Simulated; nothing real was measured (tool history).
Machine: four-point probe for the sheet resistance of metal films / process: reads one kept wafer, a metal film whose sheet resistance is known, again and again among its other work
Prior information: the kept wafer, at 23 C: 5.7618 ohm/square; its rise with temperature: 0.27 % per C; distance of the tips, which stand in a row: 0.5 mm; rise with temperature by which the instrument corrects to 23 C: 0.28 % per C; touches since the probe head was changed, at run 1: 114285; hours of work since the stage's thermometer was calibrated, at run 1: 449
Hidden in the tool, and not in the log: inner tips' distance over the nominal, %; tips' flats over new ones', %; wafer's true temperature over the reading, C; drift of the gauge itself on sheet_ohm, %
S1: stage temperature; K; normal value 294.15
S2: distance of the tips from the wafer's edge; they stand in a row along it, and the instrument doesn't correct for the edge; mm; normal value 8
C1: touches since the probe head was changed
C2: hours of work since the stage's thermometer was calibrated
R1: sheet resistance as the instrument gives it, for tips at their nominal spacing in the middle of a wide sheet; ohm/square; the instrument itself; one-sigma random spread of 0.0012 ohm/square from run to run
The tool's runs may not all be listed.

| run | day | S1 | S2 | C1 | C2 | R1 |
|---|---|---|---|---|---|---|
| 1 | 0 | 294.15 | 8 | 114285 | 449 | 5.877508 |
| 2 | 3.383 | 299.15 | 8 | 117084 | 486 | 5.876128 |
| 3 | 6.742 | 301.15 | 8 | 119862 | 522 | 5.872685 |
| 4 | 9.479 | 301.15 | 8 | 122129 | 552 | 5.874737 |
| 5 | 11.954 | 301.15 | 8 | 124177 | 579 | 5.875754 |
| 6 | 15.212 | 294.15 | 25 | 126873 | 615 | 5.873541 |
| 7 | 18.75 | 294.15 | 4 | 129802 | 654 | 5.923316 |
|  | 21.138 | new probe head fitted |
| 8 | 21.646 | 294.15 | 8 | 421 | 685 | 5.754478 |
| 9 | 24.392 | 294.15 | 8 | 2691 | 715 | 5.755803 |
| 10 | 26.817 | 294.15 | 8 | 4700 | 741 | 5.758641 |
| 11 | 28.712 | 299.15 | 8 | 6268 | 762 | 5.754698 |
| 12 | 31.571 | 299.15 | 8 | 8632 | 793 | 5.754894 |
| 13 | 33.379 | 294.15 | 8 | 10128 | 813 | 5.760334 |
| 14 | 35.996 | 294.15 | 8 | 12295 | 842 | 5.760669 |
| 15 | 39.008 | 306.15 | 8 | 14787 | 875 | 5.751483 |
| 16 | 42.421 | 306.15 | 5 | 17609 | 912 | 5.770483 |
| 17 | 44.688 | 294.15 | 23 | 19486 | 937 | 5.756224 |
| 18 | 47.704 | 295.15 | 8 | 21981 | 970 | 5.767295 |
| 19 | 51.158 | 295.15 | 8 | 24839 | 1008 | 5.766964 |
| 20 | 53.504 | 295.15 | 8 | 26782 | 1033 | 5.767863 |
| 21 | 57.046 | 294.15 | 6 | 29712 | 1072 | 5.780143 |
| 22 | 59.829 | 294.15 | 8 | 32013 | 1102 | 5.771267 |
| 23 | 62.554 | 294.15 | 12 | 34271 | 1132 | 5.766952 |
| 24 | 65.758 | 294.15 | 70 | 36920 | 1167 | 5.761944 |
| 25 | 69.896 | 292.15 | 31 | 40345 | 1213 | 5.767338 |
| 26 | 71.946 | 294.15 | 31 | 42040 | 1235 | 5.766053 |
|  | 72.188 | stage's thermometer calibrated |
| 27 | 74.85 | 296.15 | 5 | 44428 | 29 | 5.79155 |
| 28 | 76.696 | 296.15 | 5 | 45955 | 49 | 5.793959 |
| 29 | 79.833 | 296.15 | 15 | 48551 | 84 | 5.769102 |
| 30 | 83.629 | 304.15 | 34 | 51693 | 125 | 5.758328 |
| 31 | 85.754 | 299.15 | 3 | 53451 | 148 | 5.8501 |
| 32 | 88.488 | 294.15 | 6 | 55712 | 178 | 5.791922 |
| 33 | 92.421 | 294.15 | 6 | 58966 | 221 | 5.792325 |
|  | 95.275 | stage's thermometer calibrated, once more |
| 34 | 96.083 | 294.15 | 6 | 61980 | 9 | 5.804579 |
| 35 | 99.683 | 294.15 | 9 | 64959 | 48 | 5.794112 |
| 36 | 102.825 | 294.15 | 9 | 67556 | 83 | 5.79703 |
| 37 | 104.483 | 293.15 | 7 | 68930 | 101 | 5.802562 |
| 38 | 108.396 | 308.15 | 74 | 72168 | 144 | 5.774384 |
| 39 | 111.012 | 300.15 | 54 | 74331 | 172 | 5.782708 |
| 40 | 113.392 | 300.15 | 54 | 76302 | 198 | 5.783252 |
| 41 | 117.296 | 300.15 | 8 | 79531 | 241 | 5.795581 |
| 42 | 119.675 | 300.15 | 8 | 81499 | 267 | 5.799811 |
| 43 | 122.538 | 300.15 | 8 | 83868 | 298 | 5.801696 |
| 44 | 125.45 | 304.15 | 21 | 86279 | 330 | 5.787606 |
| 45 | 127.483 | 296.15 | 10 | 87962 | 352 | 5.803339 |

Branching from run 45: 4 alternative next runs. What would each branch give?
| A | 130.892 | 306.15 | 8 | 90780 | 390 | ? |
| B | 130.892 | 295.15 | 5 | 90780 | 390 | ? |
| C | 130.892 | 292.15 | 35 | 90780 | 390 | ? |
| D | 130.892 | 294.15 | 4 | 90780 | 390 | ? |

| run | R1 |
|---|---|
| A | 5.797909 |
| B | 5.826697 |
| C | 5.798736 |
| D | 5.846529 |
With no hidden state in the tool, these same runs would have given:
| run | R1 |
|---|---|
| A | 5.7634 |
| B | 5.792108 |
| C | 5.764321 |
| D | 5.811838 |
